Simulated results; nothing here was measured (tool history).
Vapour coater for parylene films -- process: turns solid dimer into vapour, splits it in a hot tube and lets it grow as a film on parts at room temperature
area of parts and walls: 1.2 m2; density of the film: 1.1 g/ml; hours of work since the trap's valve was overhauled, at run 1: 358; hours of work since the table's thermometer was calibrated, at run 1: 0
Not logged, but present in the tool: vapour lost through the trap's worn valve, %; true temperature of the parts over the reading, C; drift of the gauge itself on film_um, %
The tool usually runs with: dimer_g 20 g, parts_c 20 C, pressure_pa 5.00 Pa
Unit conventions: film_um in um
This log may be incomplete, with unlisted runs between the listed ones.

run,hour,dimer_g,parts_c,pressure_pa,hours of work since the trap's valve was overhauled,hours of work since the table's thermometer was calibrated,film_um
1,0.0,20,20,5.00,358,0,7.97
2,43.4,20,20,5.00,392,34,7.92
3,85.4,20,20,5.00,425,67,8.05
4,124.4,20,20,5.00,456,98,7.98
5,192.7,20,20,5.00,509,151,7.94
6,238.2,20,20,5.00,545,187,7.97
7,288.4,20,20,5.00,584,227,8.00
8,339.2,20,20,5.00,624,266,8.02
9,397.0,12,20,5.00,670,312,4.88
# hour 427.7: trap's valve overhauled
10,444.4,20,29,5.00,13,346,6.71
11,485.1,20,29,5.00,45,378,6.64
12,519.4,20,20,2.24,72,405,9.55
13,550.6,20,20,2.24,97,429,9.69
14,604.8,11,20,2.24,139,472,5.25
15,637.6,11,20,2.24,165,498,5.34
16,699.7,20,18,5.00,214,547,8.30
17,766.4,20,18,5.00,266,599,8.36
18,822.2,17,18,5.00,310,643,7.07
19,882.7,17,18,5.00,358,690,7.06
20,950.9,20,20,5.00,411,744,7.97
21,1012.2,20,20,5.00,459,792,7.97
22,1060.5,20,20,5.00,497,830,8.00
23,1101.2,20,20,5.38,529,862,7.78
24,1173.3,20,20,5.38,586,919,7.76
25,1246.3,20,20,5.38,643,976,7.84
# hour 1312.2: trap's valve overhauled
26,1323.7,12,29,2.73,9,1034,4.52
27,1391.7,36,23,8.78,62,1087,12.17
28,1448.1,24,13,2.22,107,1132,13.35
29,1492.5,24,13,2.22,142,1166,13.17
30,1544.1,20,20,5.00,182,1207,7.99
31,1604.2,20,14,2.16,229,1254,10.92
32,1673.7,20,20,10.78,284,1309,6.68
33,1737.7,20,20,10.78,334,1359,6.67
34,1776.3,29,20,6.21,365,1389,10.99
35,1812.7,20,21,5.00,393,1418,7.88
36,1879.0,15,26,2.59,445,1470,6.07
37,1934.0,21,27,5.00,489,1513,7.29
38,1995.2,21,27,5.00,537,1561,7.23
39,2030.7,16,24,2.87,565,1589,6.65
# hour 2081.0: table's thermometer calibrated
40,2081.0,30,12,5.44,603,0,13.73
41,2135.3,15,25,3.55,646,43,5.91
# hour 2196.5: trap's valve overhauled
42,2196.5,15,25,3.55,0,88,5.87
43,2239.3,24,20,5.00,34,121,9.56
44,2293.7,20,13,5.00,76,164,9.28
45,2357.9,21,20,7.22,127,214,7.81
46,2408.4,20,25,5.00,167,254,7.29
47,2466.6,28,23,5.00,212,300,10.57

Hidden state at the last listed run before each entry between runs and at the first one after, where it differs:
From run 9 to run 10: trap's valve overhauled (hour 427.7)
  vapour lost through the trap's worn valve, %: 0.2 -> 0
From run 25 to run 26: trap's valve overhauled (hour 1312.2)
  vapour lost through the trap's worn valve, %: 0.2 -> 0
From run 39 to run 40: table's thermometer calibrated (hour 2081.0)
  true temperature of the parts over the reading, C: 0.01 -> 0
From run 41 to run 42: trap's valve overhauled (hour 2196.5)
  vapour lost through the trap's worn valve, %: 0.2 -> 0
